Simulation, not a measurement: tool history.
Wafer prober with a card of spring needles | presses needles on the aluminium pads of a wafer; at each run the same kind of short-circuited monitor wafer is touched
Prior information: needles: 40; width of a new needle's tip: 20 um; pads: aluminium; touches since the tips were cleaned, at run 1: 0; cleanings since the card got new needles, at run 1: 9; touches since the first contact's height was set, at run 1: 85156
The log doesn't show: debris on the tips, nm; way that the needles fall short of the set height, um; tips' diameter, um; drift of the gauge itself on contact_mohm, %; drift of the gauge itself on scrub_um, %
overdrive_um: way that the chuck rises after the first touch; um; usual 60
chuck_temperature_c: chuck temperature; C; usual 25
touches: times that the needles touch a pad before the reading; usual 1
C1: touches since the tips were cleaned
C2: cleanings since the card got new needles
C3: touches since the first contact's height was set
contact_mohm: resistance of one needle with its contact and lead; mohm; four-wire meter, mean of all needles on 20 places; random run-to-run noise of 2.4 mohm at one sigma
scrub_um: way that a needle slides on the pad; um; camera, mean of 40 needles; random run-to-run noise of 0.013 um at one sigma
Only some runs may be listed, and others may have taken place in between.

Run 1, hour 0.0: usual settings; C1 0; C2 9; C3 85156. Result: contact_mohm 269 mohm, scrub_um 13.24 um.
Run 2, hour 23.3: usual settings but chuck_temperature_c 42 C; C1 3586; C2 9; C3 88742. Result: contact_mohm 276 mohm, scrub_um 13.25 um.
Run 3, hour 38.2: usual settings but chuck_temperature_c 42 C; C1 5872; C2 9; C3 91028. Result: contact_mohm 278 mohm, scrub_um 13.27 um.
Run 4, hour 50.1: usual settings; C1 7700; C2 9; C3 92856. Result: contact_mohm 274 mohm, scrub_um 13.27 um.
At hour 56.1: tips cleaned on abrasive film.
Run 5, hour 70.5: usual settings; C1 2216; C2 10; C3 95989. Result: contact_mohm 268 mohm, scrub_um 13.26 um.
Run 6, hour 89.7: usual settings; C1 5166; C2 10; C3 98939. Result: contact_mohm 273 mohm, scrub_um 13.23 um.
Run 7, hour 100.4: usual settings; C1 6812; C2 10; C3 100585. Result: contact_mohm 273 mohm, scrub_um 13.26 um.
At hour 112.1: tips cleaned on abrasive film.
Run 8, hour 123.0: usual settings; C1 1678; C2 11; C3 104045. Result: contact_mohm 271 mohm, scrub_um 13.23 um.
Run 9, hour 144.0: usual settings; C1 4902; C2 11; C3 107269. Result: contact_mohm 270 mohm, scrub_um 13.27 um.
Run 10, hour 165.2: usual settings but chuck_temperature_c 85 C; C1 8165; C2 11; C3 110532. Result: contact_mohm 288 mohm, scrub_um 13.26 um.
At hour 168.7: tips cleaned on abrasive film.
Run 11, hour 185.2: usual settings but chuck_temperature_c 85 C; C1 2546; C2 12; C3 113599. Result: contact_mohm 293 mohm, scrub_um 13.27 um.
Run 12, hour 208.0: usual settings but chuck_temperature_c 58 C; C1 6054; C2 12; C3 117107. Result: contact_mohm 281 mohm, scrub_um 13.23 um.
Run 13, hour 218.3: usual settings but chuck_temperature_c 58 C; C1 7640; C2 12; C3 118693. Result: contact_mohm 286 mohm, scrub_um 13.27 um.
At hour 225.1: tips cleaned on abrasive film.
Run 14, hour 230.0: usual settings but chuck_temperature_c 58 C; C1 751; C2 13; C3 120479. Result: contact_mohm 283 mohm, scrub_um 13.24 um.
Run 15, hour 253.5: usual settings but chuck_temperature_c 58 C; C1 4370; C2 13; C3 124098. Result: contact_mohm 277 mohm, scrub_um 13.25 um.
Run 16, hour 270.2: usual settings but chuck_temperature_c 58 C; C1 6937; C2 13; C3 126665. Result: contact_mohm 283 mohm, scrub_um 13.28 um.
At hour 280.7: tips cleaned on abrasive film.
Run 17, hour 280.7: usual settings but chuck_temperature_c 58 C; C1 0; C2 14; C3 128255. Result: contact_mohm 281 mohm, scrub_um 13.27 um.
Run 18, hour 298.6: usual settings but overdrive_um 54 um, chuck_temperature_c 45 C, touches 2; C1 2760; C2 14; C3 131015. Result: contact_mohm 281 mohm, scrub_um 11.93 um.
Run 19, hour 317.8: usual settings but overdrive_um 54 um, chuck_temperature_c 45 C, touches 2; C1 5714; C2 14; C3 133969. Result: contact_mohm 283 mohm, scrub_um 11.94 um.
Run 20, hour 332.6: usual settings but overdrive_um 76 um, chuck_temperature_c 37 C; C1 7981; C2 14; C3 136236. Result: contact_mohm 267 mohm, scrub_um 16.82 um.
At hour 338.1: tips cleaned on abrasive film.
Run 21, hour 355.3: usual settings but overdrive_um 76 um, chuck_temperature_c 37 C; C1 2644; C2 15; C3 139714. Result: contact_mohm 271 mohm, scrub_um 16.80 um.
Run 22, hour 377.6: usual settings but overdrive_um 56 um, chuck_temperature_c 54 C, touches 2; C1 6078; C2 15; C3 143148. Result: contact_mohm 282 mohm, scrub_um 12.38 um.
At hour 394.2: tips cleaned on abrasive film.
Run 23, hour 401.4: usual settings but overdrive_um 71 um, chuck_temperature_c 75 C, touches 2; C1 1114; C2 16; C3 146798. Result: contact_mohm 285 mohm, scrub_um 15.71 um.
Run 24, hour 414.0: usual settings but overdrive_um 71 um, chuck_temperature_c 75 C, touches 2; C1 3046; C2 16; C3 148730. Result: contact_mohm 285 mohm, scrub_um 15.68 um.
Run 25, hour 424.2: usual settings but overdrive_um 58 um, touches 2; C1 4622; C2 16; C3 150306. Result: contact_mohm 274 mohm, scrub_um 12.83 um.
Run 26, hour 437.4: usual settings but overdrive_um 58 um, touches 2; C1 6654; C2 16; C3 152338. Result: contact_mohm 270 mohm, scrub_um 12.81 um.
At hour 450.7: tips cleaned on abrasive film.
Run 27, hour 451.2: usual settings but chuck_temperature_c 80 C, touches 3; C1 78; C2 17; C3 154440. Result: contact_mohm 284 mohm, scrub_um 13.26 um.
Run 28, hour 467.3: usual settings but overdrive_um 76 um, chuck_temperature_c 80 C; C1 2556; C2 17; C3 156918. Result: contact_mohm 282 mohm, scrub_um 16.79 um.
Run 29, hour 491.1: usual settings but overdrive_um 76 um, chuck_temperature_c 27 C, touches 2; C1 6218; C2 17; C3 160580. Result: contact_mohm 269 mohm, scrub_um 16.79 um.
At hour 506.3: tips cleaned on abrasive film.
Run 30, hour 513.6: usual settings but overdrive_um 76 um, chuck_temperature_c 27 C, touches 2; C1 1121; C2 18; C3 164018. Result: contact_mohm 267 mohm, scrub_um 16.80 um.
Run 31, hour 532.5: usual settings but overdrive_um 76 um, chuck_temperature_c 27 C, touches 2; C1 4039; C2 18; C3 166936. Result: contact_mohm 262 mohm, scrub_um 16.78 um.
Run 32, hour 544.5: usual settings but overdrive_um 76 um, chuck_temperature_c 61 C, touches 2; C1 5874; C2 18; C3 168771. Result: contact_mohm 277 mohm, scrub_um 16.78 um.
At hour 563.3: tips cleaned on abrasive film.
Run 33, hour 564.1: usual settings but overdrive_um 76 um, chuck_temperature_c 61 C, touches 2; C1 124; C2 19; C3 171776. Result: contact_mohm 277 mohm, scrub_um 16.77 um.
Run 34, hour 578.6: usual settings but overdrive_um 73 um, chuck_temperature_c 98 C; C1 2355; C2 19; C3 174007. Result: contact_mohm 291 mohm, scrub_um 16.13 um.

Consider 3 possible next runs. They are alternatives, not a sequence: every one starts from the tool as it was left by run 34. What does each give?
Run A, hour 599.2: usual settings but overdrive_um 73 um, chuck_temperature_c 99 C; C1 5531; C2 19; C3 177183. Result: contact_mohm ?, scrub_um ?.
Run B, hour 599.2: usual settings but overdrive_um 50 um, chuck_temperature_c 40 C, touches 2; C1 5531; C2 19; C3 177183. Result: contact_mohm ?, scrub_um ?.
Run C, hour 599.2: usual settings but overdrive_um 57 um, chuck_temperature_c 98 C; C1 5531; C2 19; C3 177183. Result: contact_mohm ?, scrub_um ?.

run  contact_mohm  scrub_um
  A           292     16.10
  B           285     11.07
  C           294     12.60
Without the tool's unlogged condition, the same runs would have read:
run  contact_mohm  scrub_um
  A           291     16.10
  B           285     11.07
  C           294     12.60
